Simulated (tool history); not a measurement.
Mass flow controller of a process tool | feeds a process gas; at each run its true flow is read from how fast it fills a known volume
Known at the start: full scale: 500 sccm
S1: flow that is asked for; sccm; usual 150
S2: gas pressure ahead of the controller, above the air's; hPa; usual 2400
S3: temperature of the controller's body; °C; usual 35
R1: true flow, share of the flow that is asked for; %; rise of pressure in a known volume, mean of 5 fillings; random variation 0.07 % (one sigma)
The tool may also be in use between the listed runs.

Run 1, hour 0.0: usual settings. Result: R1 98.34 %.
Run 2, hour 212.2: usual settings. Result: R1 98.34 %.
Run 3, hour 629.2: usual settings. Result: R1 98.39 %.
Run 4, hour 1002.6: usual settings. Result: R1 98.52 %.
Run 5, hour 1353.4: usual settings but S1 130 sccm. Result: R1 98.78 %.
Run 6, hour 1676.7: usual settings but S1 130 sccm. Result: R1 98.88 %.
Run 7, hour 2079.7: usual settings but S1 130 sccm. Result: R1 98.95 %.
Run 8, hour 2379.0: usual settings but S1 130 sccm. Result: R1 99.21 %.
Run 9, hour 2820.2: usual settings but S1 130 sccm, S3 22 °C. Result: R1 100.18 %.
Run 10, hour 3108.7: usual settings but S1 130 sccm, S3 22 °C. Result: R1 100.15 %.
Run 11, hour 3345.5: usual settings. Result: R1 99.11 %.
Run 12, hour 3636.2: usual settings. Result: R1 98.99 %.
Run 13, hour 3939.3: usual settings. Result: R1 99.06 %.
Run 14, hour 4199.0: usual settings but S2 1430 hPa. Result: R1 99.89 %.
Run 15, hour 4420.2: usual settings but S2 1430 hPa. Result: R1 99.81 %.
Run 16, hour 4668.4: usual settings but S2 1430 hPa. Result: R1 100.00 %.
Run 17, hour 5066.3: usual settings but S2 1430 hPa. Result: R1 99.94 %.
Run 18, hour 5520.7: usual settings but S2 2750 hPa. Result: R1 99.29 %.
At hour 5545.4: controller's zero set anew.
Run 19, hour 5892.9: usual settings but S2 2750 hPa, S3 36 °C. Result: R1 100.70 %.
Run 20, hour 6233.7: usual settings but S2 2750 hPa, S3 36 °C. Result: R1 100.84 %.
At hour 6412.6: controller's zero set anew, once more.
Run 21, hour 6471.2: usual settings. Result: R1 95.48 %.
Run 22, hour 6724.7: usual settings. Result: R1 95.60 %.
Run 23, hour 7106.7: usual settings. Result: R1 95.66 %.
Run 24, hour 7468.6: usual settings. Result: R1 95.67 %.
Run 25, hour 7663.7: usual settings. Result: R1 95.75 %.
Run 26, hour 8068.4: usual settings but S1 130 sccm, S3 21 °C. Result: R1 96.87 %.
Run 27, hour 8299.8: usual settings but S1 130 sccm, S3 21 °C. Result: R1 96.78 %.
Run 28, hour 8686.1: usual settings but S1 130 sccm, S3 21 °C. Result: R1 97.22 %.
Run 29, hour 9020.3: usual settings but S1 238 sccm, S3 27 °C. Result: R1 96.40 %.
Run 30, hour 9411.5: usual settings but S1 60 sccm, S2 2680 hPa, S3 27 °C. Result: R1 98.51 %.
Run 31, hour 9610.5: usual settings but S1 59 sccm, S2 2800 hPa, S3 31 °C. Result: R1 98.43 %.
Run 32, hour 9844.5: usual settings but S1 125 sccm, S2 2610 hPa. Result: R1 96.40 %.
Run 33, hour 10200.1: usual settings but S1 204 sccm, S2 2610 hPa, S3 22 °C. Result: R1 96.69 %.
Run 34, hour 10388.1: usual settings but S1 306 sccm, S2 2130 hPa, S3 34 °C. Result: R1 96.23 %.
Run 35, hour 10667.2: usual settings but S1 450 sccm, S2 2180 hPa, S3 33 °C. Result: R1 96.19 %.
Run 36, hour 10929.4: usual settings but S1 125 sccm, S2 1810 hPa, S3 27 °C. Result: R1 97.79 %.
Run 37, hour 11130.9: usual settings but S1 239 sccm, S2 2170 hPa. Result: R1 96.11 %.
Run 38, hour 11348.5: usual settings but S1 225 sccm. Result: R1 96.00 %.
Run 39, hour 11743.7: usual settings but S1 225 sccm. Result: R1 96.01 %.
Run 40, hour 11927.4: usual settings but S1 50 sccm, S2 1450 hPa, S3 25 °C. Result: R1 103.25 %.
Run 41, hour 12182.2: usual settings but S1 61 sccm, S2 2600 hPa. Result: R1 100.65 %.
Run 42, hour 12557.2: usual settings but S1 302 sccm, S2 1430 hPa, S3 22 °C. Result: R1 97.37 %.
Run 43, hour 12781.4: usual settings but S1 414 sccm, S2 2430 hPa, S3 22 °C. Result: R1 96.60 %.
Run 44, hour 13100.2: usual settings but S1 414 sccm, S2 2430 hPa, S3 22 °C. Result: R1 96.54 %.
Run 45, hour 13336.0: usual settings but S1 487 sccm, S2 1420 hPa, S3 22 °C. Result: R1 97.28 %.
Run 46, hour 13547.8: usual settings but S1 487 sccm, S2 1420 hPa, S3 28 °C. Result: R1 96.98 %.
Run 47, hour 13743.6: usual settings but S2 2250 hPa, S3 27 °C. Result: R1 97.77 %.
Run 48, hour 13947.7: usual settings but S2 2330 hPa, S3 27 °C. Result: R1 97.67 %.
Run 49, hour 14372.3: usual settings but S1 111 sccm, S2 2340 hPa, S3 24 °C. Result: R1 99.44 %.

Some steps in R1 between neighbouring runs. How much of each would the tool show without its hidden state too (settings, what came in, random variation), and how much is left for the hidden state, with any gauge scatter that isn't in both results?
The hidden state here: flow at rest that the sensor doesn't see, % of full scale; true flow over the shown one, %; drift of the gauge itself on true_pct, %.
Run 20 -> 21: S2 2750 -> 2400, S3 36 -> 35, controller's zero set anew, once more. R1 -5.36 %: hidden state -5.66, all else +0.30.
Run 39 -> 40: S1 225 -> 50, S2 2400 -> 1450, S3 35 -> 25. R1 +7.24 %: hidden state +6.49, all else +0.75.
Run 41 -> 42: S1 61 -> 302, S2 2600 -> 1430, S3 35 -> 22. R1 -3.28 %: hidden state -5.70, all else +2.42.
